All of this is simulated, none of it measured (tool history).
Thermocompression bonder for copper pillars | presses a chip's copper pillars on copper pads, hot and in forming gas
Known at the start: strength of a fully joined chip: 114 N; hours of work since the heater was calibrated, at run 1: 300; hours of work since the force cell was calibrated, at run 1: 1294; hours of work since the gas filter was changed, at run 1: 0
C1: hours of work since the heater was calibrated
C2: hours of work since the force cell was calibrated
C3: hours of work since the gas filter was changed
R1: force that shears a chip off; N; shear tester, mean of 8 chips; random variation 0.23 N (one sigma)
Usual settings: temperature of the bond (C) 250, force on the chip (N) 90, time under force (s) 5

Run 1, hour 0.0: usual settings; C1 300; C2 1294; C3 0. Result: R1 40.5 N.
Run 2, hour 43.6: usual settings; C1 332; C2 1327; C3 33. Result: R1 40.5 N.
Run 3, hour 87.1: usual settings; C1 365; C2 1359; C3 65. Result: R1 40.3 N.
Run 4, hour 135.4: usual settings but force on the chip (N) 81; C1 401; C2 1396; C3 102. Result: R1 36.3 N.
Run 5, hour 182.0: usual settings; C1 436; C2 1430; C3 137. Result: R1 40.4 N.
Run 6, hour 204.4: usual settings but temperature of the bond (C) 265; C1 453; C2 1447; C3 153. Result: R1 47.1 N.
Run 7, hour 232.2: usual settings; C1 474; C2 1468; C3 174. Result: R1 40.1 N.
Run 8, hour 268.1: usual settings; C1 501; C2 1495; C3 201. Result: R1 40.2 N.
Run 9, hour 293.9: usual settings; C1 520; C2 1514; C3 220. Result: R1 39.9 N.
Run 10, hour 334.0: usual settings; C1 550; C2 1544; C3 250. Result: R1 39.9 N.
Run 11, hour 355.0: usual settings; C1 566; C2 1560; C3 266. Result: R1 39.9 N.
Run 12, hour 391.9: usual settings but force on the chip (N) 72; C1 593; C2 1588; C3 294. Result: R1 31.1 N.
Run 13, hour 431.1: usual settings but force on the chip (N) 72; C1 623; C2 1617; C3 323. Result: R1 30.9 N.
Run 14, hour 456.8: usual settings but temperature of the bond (C) 248, force on the chip (N) 115, time under force (s) 4; C1 642; C2 1636; C3 343. Result: R1 45.7 N.
Run 15, hour 498.6: usual settings but temperature of the bond (C) 268, force on the chip (N) 89, time under force (s) 9; C1 673; C2 1668; C3 374. Result: R1 58.3 N.
At hour 533.6: forming gas filter changed.
Run 16, hour 537.0: usual settings but temperature of the bond (C) 267; C1 702; C2 1696; C3 3. Result: R1 47.9 N.
Run 17, hour 562.1: usual settings but temperature of the bond (C) 267; C1 721; C2 1715; C3 21. Result: R1 46.7 N.
At hour 569.1: gauge calibrated.
Run 18, hour 581.7: usual settings but temperature of the bond (C) 251, force on the chip (N) 64, time under force (s) 11; C1 735; C2 1730; C3 36. Result: R1 39.6 N.
Run 19, hour 605.9: usual settings but temperature of the bond (C) 266, force on the chip (N) 107, time under force (s) 10; C1 754; C2 1748; C3 54. Result: R1 70.7 N.
Run 20, hour 644.4: usual settings but temperature of the bond (C) 266, force on the chip (N) 56, time under force (s) 10; C1 782; C2 1777; C3 83. Result: R1 38.4 N.

The next listed run, before its measurement:
Run 21, hour 671.0: usual settings but temperature of the bond (C) 266, force on the chip (N) 56, time under force (s) 10; C1 802; C2 1797; C3 103. Result: R1 ?.

{"run 21": {"R1": 38.2}}
Without the tool's hidden state the same run would have given R1 38.4 N.
